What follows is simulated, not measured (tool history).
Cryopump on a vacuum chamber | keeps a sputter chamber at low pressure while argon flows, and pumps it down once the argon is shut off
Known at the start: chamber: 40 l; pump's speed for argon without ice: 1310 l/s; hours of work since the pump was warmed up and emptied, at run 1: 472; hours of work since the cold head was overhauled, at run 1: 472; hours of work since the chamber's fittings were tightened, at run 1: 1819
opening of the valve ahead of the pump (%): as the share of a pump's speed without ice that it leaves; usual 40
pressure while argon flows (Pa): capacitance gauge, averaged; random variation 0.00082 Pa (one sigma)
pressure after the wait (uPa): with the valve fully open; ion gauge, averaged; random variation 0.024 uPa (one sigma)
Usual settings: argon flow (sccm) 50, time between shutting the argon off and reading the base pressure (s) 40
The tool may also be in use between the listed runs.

run	day	argon flow (sccm)	time between shutting the argon off and reading the base pressure (s)	opening of the valve ahead of the pump (%)	hours of work since the pump was warmed up and emptied	hours of work since the cold head was overhauled	hours of work since the chamber's fittings were tightened	pressure while argon flows (Pa)	pressure after the wait (uPa)
1	0.000	50	40	40	472	472	1819	0.1677	2.93
2	0.417	50	23	40	478	478	1825	0.1691	3.51
3	0.917	50	23	40	485	485	1832	0.1695	3.42
4	1.608	28	40	40	495	495	1842	0.0948	3.00
5	2.438	28	40	40	507	507	1853	0.0954	2.99
6	3.042	50	40	40	515	515	1862	0.1707	3.13
7	3.488	50	40	40	522	522	1868	0.1706	3.15
8	4.008	50	40	40	529	529	1875	0.1703	3.03
9	4.667	50	40	34	538	538	1885	0.2007	3.08
10	5.442	50	40	34	549	549	1896	0.1989	3.11
11	5.929	50	40	34	556	556	1903	0.1992	3.08
# day 6.392: pump warmed up, emptied and cooled again
12	6.542	50	40	21	2	562	1908	0.3089	2.74
13	7.188	27	229	29	11	571	1917	0.1206	2.29
14	7.775	27	229	29	20	579	1926	0.1191	2.31
15	8.362	48	40	16	28	588	1934	0.3890	2.82
16	8.729	90	44	41	33	593	1939	0.2847	2.80
17	9.475	81	84	52	44	603	1950	0.2024	2.48
18	10.050	40	30	40	52	611	1958	0.1308	3.03
19	10.846	21	40	40	63	623	1969	0.0684	2.77
20	11.550	61	107	26	73	633	1979	0.3021	2.51
21	11.954	55	106	25	79	638	1985	0.2869	2.55
22	12.350	35	248	38	84	644	1990	0.1203	2.36
23	13.004	50	260	49	93	653	2000	0.1335	2.46
24	13.629	91	40	40	102	662	2008	0.2970	2.96

5 ways to go on from here, each from the tool as it stands after run 24. What would each give?
A	14.458	81	52	34	114	674	2020	?	?
B	14.458	75	259	40	114	674	2020	?	?
C	14.458	38	40	58	114	674	2020	?	?
D	14.458	50	60	40	114	674	2020	?	?
E	14.458	21	272	16	114	674	2020	?	?

run	pressure while argon flows (Pa)	pressure after the wait (uPa)
A	0.3091	2.83
B	0.2447	2.41
C	0.0868	2.96
D	0.1620	2.70
E	0.1693	2.44
Without the tool's hidden state the same runs would have given:
run	pressure while argon flows (Pa)	pressure after the wait (uPa)
A	0.3054	0.72
B	0.2412	0.33
C	0.0851	0.88
D	0.1596	0.65
E	0.1683	0.34
